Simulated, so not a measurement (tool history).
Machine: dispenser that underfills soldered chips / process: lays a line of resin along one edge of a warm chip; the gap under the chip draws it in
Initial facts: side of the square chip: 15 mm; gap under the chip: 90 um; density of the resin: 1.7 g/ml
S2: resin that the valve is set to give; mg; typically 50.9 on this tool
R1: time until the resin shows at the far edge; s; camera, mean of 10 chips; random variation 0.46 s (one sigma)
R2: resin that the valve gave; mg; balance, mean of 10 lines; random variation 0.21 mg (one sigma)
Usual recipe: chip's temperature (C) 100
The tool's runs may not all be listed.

Run 1, hour 0: usual settings. Result: R1 44.4 s, R2 48.34 mg.
At hour 1.4: new syringe of resin.
Run 2, hour 4.2: usual settings. Result: R1 37.3 s, R2 47.73 mg.
Run 3, hour 8.3: usual settings. Result: R1 42.4 s, R2 48.07 mg.
At hour 11.1: new syringe of resin.
Run 4, hour 15.1: usual settings. Result: R1 38.4 s, R2 47.9 mg.
At hour 20.4: new syringe of resin.
Run 5, hour 22.2: usual settings. Result: R1 36.9 s, R2 47.53 mg.
At hour 24.2: dispensing valve cleaned and set on the balance.
At hour 30.8: new syringe of resin.
Run 6, hour 30.9: usual settings but chip's temperature (C) 114. Result: R1 22.1 s, R2 50.39 mg.
Run 7, hour 37.7: usual settings. Result: R1 42.4 s, R2 50.78 mg.
At hour 40.2: new syringe of resin.
Run 8, hour 45.8: usual settings but chip's temperature (C) 95. Result: R1 47.2 s, R2 50.58 mg.
At hour 50: new syringe of resin.
Run 9, hour 53.7: usual settings. Result: R1 37.9 s, R2 50.54 mg.
At hour 59.4: new syringe of resin.
Run 10, hour 60.7: usual settings but chip's temperature (C) 103, S2 56.8 mg. Result: R1 32.1 s, R2 56.19 mg.
At hour 68.6: new syringe of resin.
Run 11, hour 69.6: usual settings but chip's temperature (C) 110, S2 56.8 mg. Result: R1 26 s, R2 55.96 mg.
Run 12, hour 74.3: usual settings but chip's temperature (C) 94, S2 56.8 mg. Result: R1 49 s, R2 55.6 mg.
At hour 78.2: new syringe of resin.
Run 13, hour 79.8: usual settings but chip's temperature (C) 105, S2 51.6 mg. Result: R1 30.6 s, R2 50.5 mg.
Run 14, hour 83.6: usual settings but chip's temperature (C) 111, S2 52.4 mg. Result: R1 29 s, R2 51.34 mg.
At hour 87.7: new syringe of resin.
Run 15, hour 90.3: usual settings but chip's temperature (C) 103. Result: R1 34.1 s, R2 49.7 mg.
At hour 97.3: new syringe of resin.
Run 16, hour 99: usual settings but chip's temperature (C) 94, S2 60.1 mg. Result: R1 41.8 s, R2 58.49 mg.
At hour 106.6: new syringe of resin.
Run 17, hour 107.1: usual settings but chip's temperature (C) 94, S2 60.1 mg. Result: R1 41.1 s, R2 58.89 mg.

Each row is a separate what-if for the run after 17, all from the same tool condition, not one after another. Results?
Run A, hour 112: usual settings but chip's temperature (C) 89, S2 61.6 mg. Result: R1 ?, R2 ?.
Run B, hour 112: usual settings but chip's temperature (C) 109, S2 64 mg. Result: R1 ?, R2 ?.
Run C, hour 112: usual settings but chip's temperature (C) 104, S2 55.6 mg. Result: R1 ?, R2 ?.

run    R1     R2
  A  55.1  59.48
  B  29.6  62.16
  C  34.5  53.89
Without the tool's hidden state the same runs would have given:
run    R1     R2
  A  48.6  61.37
  B  26.1  64.13
  C  30.4  55.59
